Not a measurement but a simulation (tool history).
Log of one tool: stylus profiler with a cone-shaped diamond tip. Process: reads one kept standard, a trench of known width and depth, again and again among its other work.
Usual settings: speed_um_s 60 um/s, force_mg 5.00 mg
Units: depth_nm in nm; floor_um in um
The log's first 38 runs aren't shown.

run,hour,speed_um_s,force_mg,depth_nm,floor_um
39,1366.0,118,14.60,523.56,45.85
40,1396.4,65,5.55,511.92,45.87
41,1443.4,65,5.55,511.76,45.87
42,1476.5,193,10.74,518.89,45.57
43,1523.6,193,10.74,519.07,45.52
44,1548.2,39,11.31,519.71,45.98
45,1571.9,107,4.99,510.83,45.62
46,1605.3,107,3.94,509.20,45.54

4 ways to go on from here, each from the tool as it stands after run 46. What would each give?
A,1644.4,19,8.14,?,?
B,1644.4,88,3.44,?,?
C,1644.4,187,2.63,?,?
D,1644.4,89,10.40,?,?

run,depth_nm,floor_um
A,515.54,46.05
B,508.29,45.64
C,506.61,44.91
D,518.05,45.82
Without the tool's hidden state the same runs would have given:
run,depth_nm,floor_um
A,516.62,47.31
B,509.36,46.90
C,507.67,46.17
D,519.14,47.09

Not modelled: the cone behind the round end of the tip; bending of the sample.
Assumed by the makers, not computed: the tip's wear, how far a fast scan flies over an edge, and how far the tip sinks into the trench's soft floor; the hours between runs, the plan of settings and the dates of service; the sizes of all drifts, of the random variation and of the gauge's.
